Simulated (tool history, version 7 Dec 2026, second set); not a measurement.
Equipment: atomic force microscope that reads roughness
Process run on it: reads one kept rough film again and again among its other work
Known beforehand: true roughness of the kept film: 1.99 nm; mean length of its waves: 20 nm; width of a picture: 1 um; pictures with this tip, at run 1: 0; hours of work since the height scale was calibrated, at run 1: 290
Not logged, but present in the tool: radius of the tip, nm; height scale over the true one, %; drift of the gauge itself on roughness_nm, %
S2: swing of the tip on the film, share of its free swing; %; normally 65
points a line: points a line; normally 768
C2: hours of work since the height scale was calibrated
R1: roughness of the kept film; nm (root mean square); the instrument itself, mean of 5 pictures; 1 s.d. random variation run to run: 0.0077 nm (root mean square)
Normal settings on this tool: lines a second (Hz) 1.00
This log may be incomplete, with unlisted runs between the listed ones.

{"run": 1, "hour": 0.0, "lines a second (Hz)": 1.0, "S2": 65, "points a line": 768, "pictures with this tip": 0, "C2": 290, "R1": 1.652}
{"run": 2, "hour": 16.1, "lines a second (Hz)": 1.0, "S2": 65, "points a line": 284, "pictures with this tip": 26, "C2": 301, "R1": 1.589}
{"run": 3, "hour": 41.0, "lines a second (Hz)": 1.0, "S2": 65, "points a line": 284, "pictures with this tip": 65, "C2": 318, "R1": 1.594}
{"run": 4, "hour": 58.5, "lines a second (Hz)": 1.0, "S2": 65, "points a line": 284, "pictures with this tip": 93, "C2": 331, "R1": 1.588}
{"run": 5, "hour": 83.8, "lines a second (Hz)": 1.0, "S2": 65, "points a line": 284, "pictures with this tip": 134, "C2": 348, "R1": 1.595}
{"run": 6, "hour": 98.6, "lines a second (Hz)": 1.0, "S2": 65, "points a line": 284, "pictures with this tip": 158, "C2": 358, "R1": 1.592}
{"run": 7, "hour": 124.4, "lines a second (Hz)": 1.0, "S2": 65, "points a line": 284, "pictures with this tip": 199, "C2": 376, "R1": 1.592}
{"hour": 140.8, "done": "new tip fitted"}
{"run": 8, "hour": 152.0, "lines a second (Hz)": 1.0, "S2": 65, "points a line": 790, "pictures with this tip": 18, "C2": 395, "R1": 1.632}
{"run": 9, "hour": 172.1, "lines a second (Hz)": 1.0, "S2": 65, "points a line": 790, "pictures with this tip": 51, "C2": 409, "R1": 1.629}
{"run": 10, "hour": 191.7, "lines a second (Hz)": 1.0, "S2": 66, "points a line": 768, "pictures with this tip": 82, "C2": 422, "R1": 1.625}
{"run": 11, "hour": 219.2, "lines a second (Hz)": 1.0, "S2": 65, "points a line": 768, "pictures with this tip": 126, "C2": 441, "R1": 1.626}
{"run": 12, "hour": 234.6, "lines a second (Hz)": 1.0, "S2": 65, "points a line": 768, "pictures with this tip": 151, "C2": 452, "R1": 1.635}
{"run": 13, "hour": 257.0, "lines a second (Hz)": 1.0, "S2": 56, "points a line": 768, "pictures with this tip": 186, "C2": 468, "R1": 1.642}
{"run": 14, "hour": 271.8, "lines a second (Hz)": 1.0, "S2": 56, "points a line": 901, "pictures with this tip": 210, "C2": 478, "R1": 1.643}
{"hour": 280.7, "done": "new tip fitted"}
{"run": 15, "hour": 298.4, "lines a second (Hz)": 1.0, "S2": 56, "points a line": 901, "pictures with this tip": 28, "C2": 496, "R1": 1.647}
{"run": 16, "hour": 323.4, "lines a second (Hz)": 1.0, "S2": 56, "points a line": 901, "pictures with this tip": 68, "C2": 513, "R1": 1.642}
{"run": 17, "hour": 345.3, "lines a second (Hz)": 1.0, "S2": 56, "points a line": 901, "pictures with this tip": 103, "C2": 528, "R1": 1.645}
{"run": 18, "hour": 358.9, "lines a second (Hz)": 1.0, "S2": 65, "points a line": 501, "pictures with this tip": 125, "C2": 538, "R1": 1.622}
{"run": 19, "hour": 373.5, "lines a second (Hz)": 1.0, "S2": 65, "points a line": 758, "pictures with this tip": 148, "C2": 548, "R1": 1.639}
{"run": 20, "hour": 385.7, "lines a second (Hz)": 1.0, "S2": 65, "points a line": 768, "pictures with this tip": 168, "C2": 556, "R1": 1.619}
{"run": 21, "hour": 400.0, "lines a second (Hz)": 1.0, "S2": 65, "points a line": 768, "pictures with this tip": 191, "C2": 566, "R1": 1.632}
{"hour": 421.8, "done": "new tip fitted"}
{"run": 22, "hour": 425.9, "lines a second (Hz)": 1.0, "S2": 87, "points a line": 768, "pictures with this tip": 6, "C2": 584, "R1": 1.58}
{"run": 23, "hour": 453.1, "lines a second (Hz)": 1.0, "S2": 87, "points a line": 768, "pictures with this tip": 50, "C2": 602, "R1": 1.585}
{"run": 24, "hour": 475.9, "lines a second (Hz)": 1.0, "S2": 87, "points a line": 768, "pictures with this tip": 86, "C2": 618, "R1": 1.585}
{"run": 25, "hour": 503.9, "lines a second (Hz)": 1.61, "S2": 65, "points a line": 768, "pictures with this tip": 131, "C2": 638, "R1": 1.615}
{"run": 26, "hour": 532.4, "lines a second (Hz)": 1.61, "S2": 65, "points a line": 768, "pictures with this tip": 177, "C2": 657, "R1": 1.626}
{"hour": 561.5, "done": "new tip fitted"}
{"run": 27, "hour": 561.5, "lines a second (Hz)": 1.79, "S2": 80, "points a line": 996, "pictures with this tip": 0, "C2": 677, "R1": 1.566}
{"run": 28, "hour": 581.2, "lines a second (Hz)": 1.79, "S2": 80, "points a line": 996, "pictures with this tip": 32, "C2": 691, "R1": 1.556}
{"run": 29, "hour": 594.4, "lines a second (Hz)": 3.92, "S2": 76, "points a line": 841, "pictures with this tip": 53, "C2": 700, "R1": 1.49}
{"run": 30, "hour": 613.0, "lines a second (Hz)": 1.0, "S2": 65, "points a line": 264, "pictures with this tip": 83, "C2": 713, "R1": 1.574}
{"run": 31, "hour": 640.2, "lines a second (Hz)": 2.63, "S2": 69, "points a line": 490, "pictures with this tip": 126, "C2": 731, "R1": 1.57}
{"run": 32, "hour": 654.2, "lines a second (Hz)": 2.63, "S2": 61, "points a line": 490, "pictures with this tip": 149, "C2": 741, "R1": 1.592}
{"run": 33, "hour": 666.1, "lines a second (Hz)": 2.63, "S2": 61, "points a line": 490, "pictures with this tip": 168, "C2": 749, "R1": 1.606}
{"run": 34, "hour": 692.3, "lines a second (Hz)": 3.13, "S2": 66, "points a line": 417, "pictures with this tip": 210, "C2": 767, "R1": 1.558}
{"hour": 700.9, "done": "new tip fitted"}
{"run": 35, "hour": 709.2, "lines a second (Hz)": 3.13, "S2": 65, "points a line": 417, "pictures with this tip": 13, "C2": 779, "R1": 1.578}
{"run": 36, "hour": 721.2, "lines a second (Hz)": 3.3, "S2": 65, "points a line": 318, "pictures with this tip": 32, "C2": 787, "R1": 1.555}
{"run": 37, "hour": 733.8, "lines a second (Hz)": 1.0, "S2": 57, "points a line": 768, "pictures with this tip": 52, "C2": 796, "R1": 1.632}
{"run": 38, "hour": 758.8, "lines a second (Hz)": 2.34, "S2": 65, "points a line": 941, "pictures with this tip": 92, "C2": 813, "R1": 1.596}
{"run": 39, "hour": 783.0, "lines a second (Hz)": 4.0, "S2": 79, "points a line": 300, "pictures with this tip": 131, "C2": 830, "R1": 1.429}
{"run": 40, "hour": 797.5, "lines a second (Hz)": 3.72, "S2": 60, "points a line": 391, "pictures with this tip": 154, "C2": 840, "R1": 1.578}
{"run": 41, "hour": 821.8, "lines a second (Hz)": 0.89, "S2": 56, "points a line": 391, "pictures with this tip": 193, "C2": 857, "R1": 1.624}
{"run": 42, "hour": 833.7, "lines a second (Hz)": 1.25, "S2": 79, "points a line": 879, "pictures with this tip": 212, "C2": 865, "R1": 1.593}
{"hour": 841.1, "done": "new tip fitted"}
{"run": 43, "hour": 862.4, "lines a second (Hz)": 1.25, "S2": 79, "points a line": 879, "pictures with this tip": 34, "C2": 884, "R1": 1.581}
{"run": 44, "hour": 875.0, "lines a second (Hz)": 3.48, "S2": 65, "points a line": 481, "pictures with this tip": 55, "C2": 893, "R1": 1.556}
{"run": 45, "hour": 888.6, "lines a second (Hz)": 3.48, "S2": 65, "points a line": 481, "pictures with this tip": 76, "C2": 903, "R1": 1.555}
{"run": 46, "hour": 913.0, "lines a second (Hz)": 1.18, "S2": 73, "points a line": 481, "pictures with this tip": 115, "C2": 919, "R1": 1.596}
{"run": 47, "hour": 932.7, "lines a second (Hz)": 0.91, "S2": 73, "points a line": 755, "pictures with this tip": 147, "C2": 933, "R1": 1.612}

What if the next run were any one of these 4? Each begins from the tool's condition after run 47:
{"run": "A", "hour": 959.3, "lines a second (Hz)": 1.76, "S2": 66, "points a line": 768, "pictures with this tip": 189, "C2": 951, "R1": "?"}
{"run": "B", "hour": 959.3, "lines a second (Hz)": 0.91, "S2": 90, "points a line": 358, "pictures with this tip": 189, "C2": 951, "R1": "?"}
{"run": "C", "hour": 959.3, "lines a second (Hz)": 0.91, "S2": 56, "points a line": 755, "pictures with this tip": 189, "C2": 951, "R1": "?"}
{"run": "D", "hour": 959.3, "lines a second (Hz)": 1.41, "S2": 73, "points a line": 755, "pictures with this tip": 189, "C2": 951, "R1": "?"}

run=A R1=1.611
run=B R1=1.552
run=C R1=1.640
run=D R1=1.605
Stripped of hidden state, with their random variation kept, the same runs would have yielded:
run=A R1=1.616
run=B R1=1.556
run=C R1=1.644
run=D R1=1.610
